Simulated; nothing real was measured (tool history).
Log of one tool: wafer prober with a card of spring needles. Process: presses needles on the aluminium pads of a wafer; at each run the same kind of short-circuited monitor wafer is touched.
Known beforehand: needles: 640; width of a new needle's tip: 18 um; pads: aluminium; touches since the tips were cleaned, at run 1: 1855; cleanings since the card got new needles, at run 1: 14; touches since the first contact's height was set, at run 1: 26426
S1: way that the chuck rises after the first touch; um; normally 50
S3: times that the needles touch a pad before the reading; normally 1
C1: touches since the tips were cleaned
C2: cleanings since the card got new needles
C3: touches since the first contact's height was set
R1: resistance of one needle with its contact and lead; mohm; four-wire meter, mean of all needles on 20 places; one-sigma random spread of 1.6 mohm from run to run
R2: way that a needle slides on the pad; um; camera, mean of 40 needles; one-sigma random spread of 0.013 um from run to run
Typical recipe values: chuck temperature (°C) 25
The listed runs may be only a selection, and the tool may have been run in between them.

run 1 hour=0.0 | S1=50 chuck_temperature_(°C)=25 S3=1 | C1=1855 C2=14 C3=26426 | R1=184 R2=11.44
run 2 hour=12.2 | S1=50 chuck_temperature_(°C)=25 S3=1 | C1=8798 C2=14 C3=33369 | R1=197 R2=11.43
-- hour=13.1 tips cleaned on abrasive film
run 3 hour=21.4 | S1=50 chuck_temperature_(°C)=25 S3=1 | C1=4731 C2=15 C3=38552 | R1=196 R2=11.43
-- hour=29.7 tips cleaned on abrasive film
run 4 hour=34.3 | S1=50 chuck_temperature_(°C)=25 S3=1 | C1=2623 C2=16 C3=45847 | R1=187 R2=11.44
run 5 hour=43.4 | S1=50 chuck_temperature_(°C)=25 S3=1 | C1=7805 C2=16 C3=51029 | R1=200 R2=11.43
-- hour=45.8 tips cleaned on abrasive film
run 6 hour=55.9 | S1=50 chuck_temperature_(°C)=66 S3=1 | C1=5744 C2=17 C3=58086 | R1=203 R2=11.40
-- hour=62.1 tips cleaned on abrasive film
run 7 hour=62.7 | S1=50 chuck_temperature_(°C)=66 S3=1 | C1=341 C2=18 C3=61893 | R1=179 R2=11.40
run 8 hour=71.6 | S1=49 chuck_temperature_(°C)=66 S3=1 | C1=5410 C2=18 C3=66962 | R1=205 R2=11.16
-- hour=78.8 tips cleaned on abrasive film
run 9 hour=78.9 | S1=49 chuck_temperature_(°C)=66 S3=1 | C1=61 C2=19 C3=71035 | R1=172 R2=11.16
run 10 hour=85.6 | S1=46 chuck_temperature_(°C)=46 S3=3 | C1=3893 C2=19 C3=74867 | R1=178 R2=10.48
-- hour=94.7 tips cleaned on abrasive film
run 11 hour=100.8 | S1=46 chuck_temperature_(°C)=46 S3=3 | C1=3498 C2=20 C3=83476 | R1=178 R2=10.46
-- hour=110.8 tips cleaned on abrasive film
run 12 hour=110.8 | S1=46 chuck_temperature_(°C)=56 S3=3 | C1=17 C2=21 C3=89098 | R1=170 R2=10.45
run 13 hour=120.6 | S1=46 chuck_temperature_(°C)=82 S3=3 | C1=5598 C2=21 C3=94679 | R1=189 R2=10.45
-- hour=127.1 tips cleaned on abrasive film
run 14 hour=133.3 | S1=41 chuck_temperature_(°C)=95 S3=3 | C1=3518 C2=22 C3=101828 | R1=193 R2=9.31

4 options for the next run, each taken on its own from the tool as it stands now. Forecast them:
run A hour=141.1 | S1=50 chuck_temperature_(°C)=47 S3=1 | C1=7979 C2=22 C3=106289 | R1=? R2=?
run B hour=141.1 | S1=32 chuck_temperature_(°C)=72 S3=2 | C1=7979 C2=22 C3=106289 | R1=? R2=?
run C hour=141.1 | S1=50 chuck_temperature_(°C)=25 S3=1 | C1=7979 C2=22 C3=106289 | R1=? R2=?
run D hour=141.1 | S1=68 chuck_temperature_(°C)=95 S3=2 | C1=7979 C2=22 C3=106289 | R1=? R2=?

run=A R1=202 R2=11.37
run=B R1=220 R2=7.24
run=C R1=197 R2=11.38
run=D R1=186 R2=15.52
Had the tool no hidden state, the same runs would have come out as:
run=A R1=166 R2=11.47
run=B R1=176 R2=7.34
run=C R1=161 R2=11.48
run=D R1=174 R2=15.63

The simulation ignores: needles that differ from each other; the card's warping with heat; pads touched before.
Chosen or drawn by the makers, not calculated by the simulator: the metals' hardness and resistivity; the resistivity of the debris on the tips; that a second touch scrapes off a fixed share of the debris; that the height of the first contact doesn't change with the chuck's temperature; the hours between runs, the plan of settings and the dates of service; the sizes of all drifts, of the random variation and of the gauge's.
